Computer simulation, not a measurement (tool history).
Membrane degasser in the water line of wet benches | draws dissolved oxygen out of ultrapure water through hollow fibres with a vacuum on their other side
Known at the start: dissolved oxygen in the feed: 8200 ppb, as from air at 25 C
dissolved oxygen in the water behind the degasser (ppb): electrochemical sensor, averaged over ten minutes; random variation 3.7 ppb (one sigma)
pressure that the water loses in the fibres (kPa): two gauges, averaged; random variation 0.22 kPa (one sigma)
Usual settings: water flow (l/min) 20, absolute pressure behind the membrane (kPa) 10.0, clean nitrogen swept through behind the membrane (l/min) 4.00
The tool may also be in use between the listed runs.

| run | day | water flow (l/min) | absolute pressure behind the membrane (kPa) | clean nitrogen swept through behind the membrane (l/min) | dissolved oxygen in the water behind the degasser (ppb) | pressure that the water loses in the fibres (kPa) |
|---|---|---|---|---|---|---|
| 1 | 0.000 | 20 | 10.0 | 4.00 | 372.5 | 54.98 |
| 2 | 5.225 | 26 | 10.0 | 4.00 | 637.5 | 71.71 |
| 3 | 13.708 | 26 | 10.0 | 4.00 | 651.4 | 71.53 |
| 4 | 18.350 | 26 | 10.0 | 4.00 | 647.5 | 71.45 |
| 5 | 25.404 | 20 | 10.0 | 4.00 | 371.2 | 55.23 |
| 6 | 29.288 | 20 | 10.0 | 4.00 | 378.6 | 55.71 |
| 7 | 32.883 | 20 | 10.0 | 4.00 | 375.8 | 55.23 |
| 8 | 41.312 | 20 | 10.0 | 4.30 | 370.5 | 54.92 |
| 9 | 45.542 | 20 | 10.0 | 4.30 | 365.8 | 55.51 |
| 10 | 52.717 | 20 | 10.0 | 4.00 | 375.4 | 55.11 |
| 11 | 59.158 | 23 | 10.0 | 5.23 | 491.5 | 64.10 |
| 12 | 63.067 | 17 | 6.4 | 1.68 | 259.5 | 46.73 |
| 13 | 67.512 | 17 | 13.0 | 1.68 | 412.0 | 47.09 |
| 14 | 73.229 | 27 | 6.7 | 9.50 | 620.6 | 75.19 |
| 15 | 80.767 | 15 | 8.7 | 4.00 | 173.8 | 41.39 |
| 16 | 86.754 | 15 | 21.7 | 4.00 | 289.0 | 41.62 |
|  | 92.004 | seals of the vacuum lines changed |
| 17 | 92.075 | 15 | 21.7 | 4.00 | 284.5 | 41.86 |
| 18 | 96.950 | 15 | 21.7 | 4.00 | 286.8 | 41.42 |
| 19 | 103.004 | 17 | 11.2 | 5.60 | 245.3 | 47.28 |

The same runs without the tool's hidden state, with the same run-to-run variation:
The hidden state here: membrane still open, %; true pressure behind the membrane over the reading, kPa; air that leaks in behind the membrane, l/min; drift of the gauge itself on oxygen_ppb, %; drift of the gauge itself on loss_of_pressure_kpa, %.
| run | pressure that the water loses in the fibres (kPa) |
|---|---|
| 1 | 54.98 |
| 2 | 71.65 |
| 3 | 71.39 |
| 4 | 71.27 |
| 5 | 55.04 |
| 6 | 55.48 |
| 7 | 54.98 |
| 8 | 54.61 |
| 9 | 55.17 |
| 10 | 54.72 |
| 11 | 63.59 |
| 12 | 46.33 |
| 13 | 46.66 |
| 14 | 74.45 |
| 15 | 40.94 |
| 16 | 41.13 |
| 17 | 41.34 |
| 18 | 40.89 |
| 19 | 46.63 |
dissolved oxygen in the water behind the degasser (ppb): within 0.3 of the measured result in every run.

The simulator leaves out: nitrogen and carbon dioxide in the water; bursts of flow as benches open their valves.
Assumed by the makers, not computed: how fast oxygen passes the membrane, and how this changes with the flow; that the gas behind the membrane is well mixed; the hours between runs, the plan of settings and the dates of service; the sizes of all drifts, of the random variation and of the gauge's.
